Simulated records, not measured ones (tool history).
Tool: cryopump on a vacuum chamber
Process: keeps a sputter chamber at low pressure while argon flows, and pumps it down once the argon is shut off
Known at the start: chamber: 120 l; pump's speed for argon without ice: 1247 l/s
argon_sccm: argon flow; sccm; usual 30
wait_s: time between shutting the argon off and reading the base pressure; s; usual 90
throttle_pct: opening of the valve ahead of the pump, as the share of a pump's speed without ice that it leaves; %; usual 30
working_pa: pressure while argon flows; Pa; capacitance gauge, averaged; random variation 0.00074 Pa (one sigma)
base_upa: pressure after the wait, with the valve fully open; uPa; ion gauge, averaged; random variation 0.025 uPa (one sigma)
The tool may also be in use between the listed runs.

run	hour	argon_sccm	wait_s	throttle_pct	working_pa	base_upa
1	0.0	30	90	30	0.1443	1.61
2	29.5	30	136	30	0.1451	1.41
# hour 40.2: pump warmed up, emptied and cooled again
3	92.0	30	136	17	0.2407	1.26
4	155.9	30	136	17	0.2427	1.32
5	196.1	30	136	17	0.2425	1.37
6	243.7	30	179	30	0.1396	1.25
7	270.5	30	179	30	0.1405	1.22
8	321.8	30	179	30	0.1428	1.25
9	376.6	30	179	30	0.1407	1.29
10	437.8	30	179	30	0.1431	1.30
11	502.5	17	90	30	0.0818	1.72
12	532.0	17	90	30	0.0818	1.75
# hour 542.1: pump warmed up, emptied and cooled again
13	603.3	17	90	30	0.0778	1.66
14	633.2	30	90	25	0.1658	1.62
15	690.3	30	90	25	0.1661	1.68
16	730.1	30	90	25	0.1657	1.73
17	780.8	30	56	30	0.1411	2.17
18	829.0	24	90	30	0.1123	1.79
19	859.7	21	90	17	0.1711	1.78
20	913.1	37	219	41	0.1317	1.43
21	963.2	51	174	34	0.2179	1.54
22	1011.3	37	208	28	0.1916	1.48
# hour 1042.8: pump warmed up, emptied and cooled again
23	1079.5	13	290	34	0.0519	1.29
24	1143.9	13	290	34	0.0541	1.26
25	1178.9	26	90	19	0.1882	1.86
26	1208.7	26	90	19	0.1891	1.85
27	1241.1	28	90	46	0.0866	1.82
28	1276.0	18	277	15	0.1654	1.36
29	1325.7	40	135	27	0.2093	1.70
30	1359.7	40	90	30	0.1888	1.89
31	1415.9	29	204	41	0.1040	1.54
32	1456.2	29	204	41	0.1053	1.57
33	1484.6	29	204	41	0.1048	1.59
34	1531.9	13	204	32	0.0594	1.67

Forecast each of these 3 alternatives for the next run:
# hour 1542.0: pump warmed up, emptied and cooled again
A	1588.9	19	274	30	?	?
# hour 1542.0: pump warmed up, emptied and cooled again
B	1588.9	13	199	30	?	?
# hour 1542.0: pump warmed up, emptied and cooled again
C	1588.9	35	63	15	?	?

run	working_pa	base_upa
A	0.0873	1.39
B	0.0596	1.47
C	0.3190	2.18
Without the tool's hidden state the same runs would have given:
run	working_pa	base_upa
A	0.0856	0.48
B	0.0585	0.55
C	0.3159	1.28
